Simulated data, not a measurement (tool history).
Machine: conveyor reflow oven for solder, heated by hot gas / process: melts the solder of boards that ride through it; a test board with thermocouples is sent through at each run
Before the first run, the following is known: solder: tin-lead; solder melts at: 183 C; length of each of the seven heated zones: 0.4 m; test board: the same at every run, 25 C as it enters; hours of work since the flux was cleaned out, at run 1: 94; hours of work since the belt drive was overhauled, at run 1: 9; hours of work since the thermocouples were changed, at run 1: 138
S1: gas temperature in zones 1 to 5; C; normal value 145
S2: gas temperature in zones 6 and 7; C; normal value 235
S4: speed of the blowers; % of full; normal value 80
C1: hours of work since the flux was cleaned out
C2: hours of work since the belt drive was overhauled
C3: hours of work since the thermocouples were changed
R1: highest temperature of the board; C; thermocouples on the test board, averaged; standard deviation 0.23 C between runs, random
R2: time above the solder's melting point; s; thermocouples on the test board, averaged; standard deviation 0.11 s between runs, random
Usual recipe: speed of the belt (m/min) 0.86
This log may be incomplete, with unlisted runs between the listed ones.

Run 1, hour 0: usual settings; C1 94; C2 9; C3 138. Result: R1 218.1 C, R2 43.7 s.
Run 2, hour 7.3: usual settings but speed of the belt (m/min) 0.718; C1 99; C2 14; C3 143. Result: R1 223.6 C, R2 56.3 s.
Run 3, hour 12.3: usual settings but speed of the belt (m/min) 0.718; C1 102; C2 17; C3 146. Result: R1 223.1 C, R2 56.2 s.
Run 4, hour 18.3: usual settings but speed of the belt (m/min) 0.718; C1 106; C2 21; C3 150. Result: R1 223.2 C, R2 56.6 s.
Run 5, hour 24.8: usual settings; C1 111; C2 25; C3 154. Result: R1 217.5 C, R2 43.9 s.
Run 6, hour 29.8: usual settings but S2 229 C; C1 114; C2 29; C3 158. Result: R1 212.8 C, R2 40.9 s.
Run 7, hour 38.8: usual settings but S1 149 C; C1 120; C2 35; C3 164. Result: R1 218.8 C, R2 45.3 s.
Run 8, hour 44.6: usual settings but S1 149 C; C1 124; C2 39; C3 168. Result: R1 218.6 C, R2 45.3 s.
Run 9, hour 51: usual settings but S1 157 C, S2 231 C, speed of the belt (m/min) 0.989, S4 82 % of full; C1 128; C2 43; C3 172. Result: R1 213.2 C, R2 38.7 s.
Run 10, hour 57.6: usual settings but speed of the belt (m/min) 0.833; C1 133; C2 47; C3 176. Result: R1 219.1 C, R2 45.9 s.
Run 11, hour 65.4: usual settings but speed of the belt (m/min) 0.833; C1 138; C2 53; C3 182. Result: R1 218.7 C, R2 45.8 s.
Run 12, hour 71.4: usual settings but speed of the belt (m/min) 0.833; C1 142; C2 57; C3 186. Result: R1 218.3 C, R2 45.9 s.
Run 13, hour 80.4: usual settings but S2 231 C, speed of the belt (m/min) 0.833; C1 148; C2 63; C3 192. Result: R1 215.7 C, R2 43.9 s.
Run 14, hour 88.6: usual settings but S2 246 C, speed of the belt (m/min) 0.712; C1 154; C2 68; C3 197. Result: R1 233.1 C, R2 61.5 s.
Run 15, hour 95.1: usual settings but S1 138 C, speed of the belt (m/min) 0.699, S4 67 % of full; C1 158; C2 73; C3 202. Result: R1 220.3 C, R2 53.9 s.

What does the tool deliver on the next run?
Run 16, hour 103.5: usual settings but S1 158 C, speed of the belt (m/min) 0.761; C1 164; C2 78; C3 207. Result: R1 ?, R2 ?.

R1: 223.4 C
R2: 57.8 s
Without the tool's hidden state the same run would have given R1 224.4 C, R2 58.3 s.
